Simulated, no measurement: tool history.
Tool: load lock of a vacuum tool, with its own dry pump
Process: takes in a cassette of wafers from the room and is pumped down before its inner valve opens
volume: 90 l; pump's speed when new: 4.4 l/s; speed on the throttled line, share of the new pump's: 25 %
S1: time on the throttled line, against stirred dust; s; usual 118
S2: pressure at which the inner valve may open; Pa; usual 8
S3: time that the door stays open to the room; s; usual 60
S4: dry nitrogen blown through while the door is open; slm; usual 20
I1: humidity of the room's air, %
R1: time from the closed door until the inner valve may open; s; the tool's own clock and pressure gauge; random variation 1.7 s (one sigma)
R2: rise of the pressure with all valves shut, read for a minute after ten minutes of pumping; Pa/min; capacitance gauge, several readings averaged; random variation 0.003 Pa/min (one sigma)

run 1 day=0.000 | S1=118 S2=8 S3=60 S4=20 | I1=43.8 | R1=322.8 R2=0.018
run 2 day=13.946 | S1=118 S2=8 S3=60 S4=20 | I1=45.8 | R1=327.2 R2=0.021
run 3 day=32.175 | S1=118 S2=8 S3=65 S4=20 | I1=44.7 | R1=337.6 R2=0.022
run 4 day=46.758 | S1=118 S2=8 S3=65 S4=20 | I1=43.5 | R1=334.2 R2=0.026
run 5 day=64.658 | S1=118 S2=8 S3=65 S4=20 | I1=43.1 | R1=339.5 R2=0.026
run 6 day=75.517 | S1=118 S2=8 S3=192 S4=20 | I1=43.4 | R1=340.7 R2=0.035
run 7 day=91.371 | S1=118 S2=8 S3=55 S4=20 | I1=44.8 | R1=339.3 R2=0.033
run 8 day=100.612 | S1=118 S2=8 S3=60 S4=5 | I1=47.6 | R1=340.4 R2=0.042
run 9 day=115.692 | S1=118 S2=8 S3=60 S4=20 | I1=48.3 | R1=346.8 R2=0.037
run 10 day=131.792 | S1=118 S2=8 S3=60 S4=20 | I1=43.0 | R1=348.4 R2=0.031
run 11 day=150.908 | S1=118 S2=8 S3=60 S4=20 | I1=41.8 | R1=351.9 R2=0.039
run 12 day=163.808 | S1=118 S2=8 S3=49 S4=20 | I1=44.7 | R1=349.5 R2=0.043
-- day=166.079 dry pump taken out, an overhauled one fitted
run 13 day=183.175 | S1=118 S2=12 S3=60 S4=20 | I1=42.3 | R1=278.1 R2=0.041
run 14 day=202.396 | S1=118 S2=12 S3=60 S4=20 | I1=42.4 | R1=281.8 R2=0.050
run 15 day=214.329 | S1=118 S2=8 S3=60 S4=20 | I1=42.0 | R1=290.7 R2=0.057
run 16 day=229.167 | S1=65 S2=7 S3=31 S4=34 | I1=42.3 | R1=254.7 R2=0.053
run 17 day=241.312 | S1=65 S2=7 S3=31 S4=34 | I1=44.2 | R1=254.7 R2=0.053
run 18 day=261.767 | S1=179 S2=15 S3=36 S4=20 | I1=47.2 | R1=327.3 R2=0.065
run 19 day=278.946 | S1=118 S2=8 S3=58 S4=20 | I1=42.8 | R1=295.6 R2=0.071
run 20 day=301.088 | S1=118 S2=8 S3=58 S4=20 | I1=45.2 | R1=297.0 R2=0.080
run 21 day=311.004 | S1=193 S2=7 S3=94 S4=11 | I1=44.6 | R1=357.4 R2=0.091
run 22 day=332.854 | S1=64 S2=7 S3=94 S4=33 | I1=45.8 | R1=266.3 R2=0.089
run 23 day=346.875 | S1=120 S2=9 S3=55 S4=20 | I1=49.6 | R1=301.8 R2=0.091
run 24 day=364.379 | S1=133 S2=8 S3=44 S4=19 | I1=46.7 | R1=313.0 R2=0.095
run 25 day=376.746 | S1=133 S2=11 S3=69 S4=15 | I1=45.7 | R1=309.7 R2=0.101
run 26 day=398.958 | S1=171 S2=14 S3=28 S4=13 | I1=46.8 | R1=335.3 R2=0.104
run 27 day=420.908 | S1=171 S2=14 S3=28 S4=13 | I1=41.5 | R1=337.8 R2=0.111
run 28 day=432.900 | S1=171 S2=14 S3=28 S4=13 | I1=44.0 | R1=337.1 R2=0.116

Run 29 comes next. What will it give?
run 29 day=442.958 | S1=138 S2=14 S3=144 S4=20 | I1=44.6 | R1=? R2=?

{"run 29": {"R1": 316.7, "R2": 0.127}}
Without the tool's hidden state the same run would have given R1 289.6 s, R2 0.020 Pa/min.
